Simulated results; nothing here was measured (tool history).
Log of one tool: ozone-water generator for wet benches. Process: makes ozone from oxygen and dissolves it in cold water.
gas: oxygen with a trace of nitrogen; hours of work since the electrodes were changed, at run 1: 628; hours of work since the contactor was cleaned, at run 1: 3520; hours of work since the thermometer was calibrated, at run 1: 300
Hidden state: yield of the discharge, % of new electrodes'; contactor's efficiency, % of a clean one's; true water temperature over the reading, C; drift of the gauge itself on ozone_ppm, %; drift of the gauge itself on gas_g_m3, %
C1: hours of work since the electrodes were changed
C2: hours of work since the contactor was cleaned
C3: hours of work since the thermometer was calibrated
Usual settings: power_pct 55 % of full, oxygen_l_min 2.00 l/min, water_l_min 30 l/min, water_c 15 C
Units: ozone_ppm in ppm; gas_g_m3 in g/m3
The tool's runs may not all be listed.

Run 1, day 0.000: usual settings; C1 628; C2 3520; C3 300. Result: ozone_ppm 5.9 ppm, gas_g_m3 127.2 g/m3.
Run 2, day 2.988: usual settings; C1 674; C2 3566; C3 347. Result: ozone_ppm 5.9 ppm, gas_g_m3 127.8 g/m3.
Run 3, day 7.312: usual settings; C1 741; C2 3633; C3 413. Result: ozone_ppm 6.0 ppm, gas_g_m3 129.7 g/m3.
Run 4, day 10.279: usual settings but power_pct 68 % of full; C1 786; C2 3678; C3 459. Result: ozone_ppm 6.5 ppm, gas_g_m3 143.0 g/m3.
Run 5, day 16.050: usual settings but power_pct 68 % of full; C1 876; C2 3768; C3 548. Result: ozone_ppm 6.5 ppm, gas_g_m3 140.9 g/m3.
Run 6, day 19.929: usual settings but power_pct 68 % of full; C1 935; C2 3827; C3 608. Result: ozone_ppm 6.5 ppm, gas_g_m3 143.2 g/m3.
At day 22.612: contactor cleaned.
Run 7, day 22.700: usual settings; C1 976; C2 1; C3 648. Result: ozone_ppm 6.0 ppm, gas_g_m3 126.2 g/m3.
Run 8, day 27.242: usual settings but water_l_min 31 l/min; C1 1046; C2 72; C3 719. Result: ozone_ppm 5.6 ppm, gas_g_m3 128.0 g/m3.
Run 9, day 30.904: usual settings but water_l_min 31 l/min; C1 1102; C2 128; C3 775. Result: ozone_ppm 6.0 ppm, gas_g_m3 126.2 g/m3.
Run 10, day 35.925: usual settings but water_l_min 31 l/min; C1 1180; C2 206; C3 853. Result: ozone_ppm 5.9 ppm, gas_g_m3 126.8 g/m3.
Run 11, day 39.754: usual settings but water_l_min 31 l/min; C1 1239; C2 265; C3 912. Result: ozone_ppm 5.6 ppm, gas_g_m3 126.9 g/m3.
Run 12, day 44.167: usual settings but water_l_min 31 l/min; C1 1307; C2 333; C3 980. Result: ozone_ppm 5.8 ppm, gas_g_m3 127.1 g/m3.
Run 13, day 48.462: usual settings but water_l_min 31 l/min; C1 1373; C2 399; C3 1046. Result: ozone_ppm 5.7 ppm, gas_g_m3 128.0 g/m3.
Run 14, day 51.183: usual settings; C1 1416; C2 441; C3 1088. Result: ozone_ppm 6.1 ppm, gas_g_m3 124.7 g/m3.
Run 15, day 55.762: usual settings but oxygen_l_min 2.35 l/min; C1 1486; C2 512; C3 1159. Result: ozone_ppm 6.2 ppm, gas_g_m3 116.4 g/m3.
Run 16, day 59.208: usual settings; C1 1539; C2 565; C3 1212. Result: ozone_ppm 5.9 ppm, gas_g_m3 127.7 g/m3.
Run 17, day 64.588: usual settings; C1 1623; C2 648; C3 1295. Result: ozone_ppm 6.0 ppm, gas_g_m3 124.7 g/m3.
Run 18, day 68.604: usual settings but power_pct 52 % of full; C1 1685; C2 710; C3 1357. Result: ozone_ppm 5.7 ppm, gas_g_m3 121.0 g/m3.
Run 19, day 72.446: usual settings but power_pct 44 % of full, oxygen_l_min 3.44 l/min, water_l_min 20 l/min, water_c 13 C; C1 1744; C2 770; C3 1417. Result: ozone_ppm 8.9 ppm, gas_g_m3 84.9 g/m3.
Run 20, day 77.238: usual settings but power_pct 46 % of full, oxygen_l_min 3.44 l/min, water_l_min 28 l/min, water_c 13 C; C1 1818; C2 844; C3 1491. Result: ozone_ppm 6.7 ppm, gas_g_m3 85.6 g/m3.
Run 21, day 79.792: usual settings but power_pct 46 % of full, oxygen_l_min 3.44 l/min, water_l_min 28 l/min, water_c 13 C; C1 1857; C2 883; C3 1530. Result: ozone_ppm 6.7 ppm, gas_g_m3 86.1 g/m3.
Run 22, day 83.992: usual settings but power_pct 46 % of full, oxygen_l_min 3.44 l/min, water_l_min 28 l/min, water_c 13 C; C1 1922; C2 948; C3 1595. Result: ozone_ppm 6.8 ppm, gas_g_m3 86.1 g/m3.
Run 23, day 86.900: usual settings but power_pct 97 % of full, water_l_min 43 l/min; C1 1967; C2 993; C3 1640. Result: ozone_ppm 5.7 ppm, gas_g_m3 166.1 g/m3.
Run 24, day 90.775: usual settings but power_pct 95 % of full, oxygen_l_min 2.68 l/min, water_l_min 28 l/min, water_c 17 C; C1 2027; C2 1053; C3 1700. Result: ozone_ppm 8.9 ppm, gas_g_m3 141.9 g/m3.
Run 25, day 95.392: usual settings but power_pct 95 % of full, oxygen_l_min 1.86 l/min, water_l_min 28 l/min; C1 2098; C2 1124; C3 1771. Result: ozone_ppm 8.1 ppm, gas_g_m3 170.0 g/m3.
Run 26, day 99.412: usual settings but power_pct 95 % of full, oxygen_l_min 1.86 l/min, water_l_min 28 l/min; C1 2160; C2 1186; C3 1833. Result: ozone_ppm 8.1 ppm, gas_g_m3 170.9 g/m3.
Run 27, day 104.738: usual settings but power_pct 85 % of full, oxygen_l_min 2.96 l/min, water_l_min 41 l/min; C1 2243; C2 1268; C3 1915. Result: ozone_ppm 6.2 ppm, gas_g_m3 126.0 g/m3.
Run 28, day 109.379: usual settings but power_pct 43 % of full, water_l_min 42 l/min, water_c 9 C; C1 2314; C2 1340; C3 1987. Result: ozone_ppm 3.6 ppm, gas_g_m3 108.5 g/m3.
Run 29, day 111.971: usual settings but power_pct 82 % of full, water_l_min 25 l/min, water_c 17 C; C1 2354; C2 1380; C3 2027. Result: ozone_ppm 8.4 ppm, gas_g_m3 153.1 g/m3.
Run 30, day 115.250: usual settings but power_pct 52 % of full, oxygen_l_min 1.87 l/min, water_c 9 C; C1 2405; C2 1431; C3 2078. Result: ozone_ppm 5.6 ppm, gas_g_m3 123.9 g/m3.
Run 31, day 118.867: usual settings but power_pct 52 % of full, oxygen_l_min 1.87 l/min, water_c 9 C; C1 2461; C2 1486; C3 2133. Result: ozone_ppm 5.6 ppm, gas_g_m3 125.5 g/m3.

Forecast each of these 3 alternatives for the next run:
Run A, day 122.612: usual settings but power_pct 78 % of full, oxygen_l_min 1.81 l/min, water_c 7 C; C1 2519; C2 1544; C3 2191. Result: ozone_ppm ?, gas_g_m3 ?.
Run B, day 122.612: usual settings but water_l_min 34 l/min; C1 2519; C2 1544; C3 2191. Result: ozone_ppm ?, gas_g_m3 ?.
Run C, day 122.612: usual settings but oxygen_l_min 1.40 l/min, water_l_min 36 l/min, water_c 13 C; C1 2519; C2 1544; C3 2191. Result: ozone_ppm ?, gas_g_m3 ?.

run  ozone_ppm  gas_g_m3
  A        7.1     155.5
  B        5.0     123.3
  C        4.4     147.5
Without the tool's hidden state the same runs would have given:
run  ozone_ppm  gas_g_m3
  A        7.6     165.3
  B        5.3     129.7
  C        4.7     155.0

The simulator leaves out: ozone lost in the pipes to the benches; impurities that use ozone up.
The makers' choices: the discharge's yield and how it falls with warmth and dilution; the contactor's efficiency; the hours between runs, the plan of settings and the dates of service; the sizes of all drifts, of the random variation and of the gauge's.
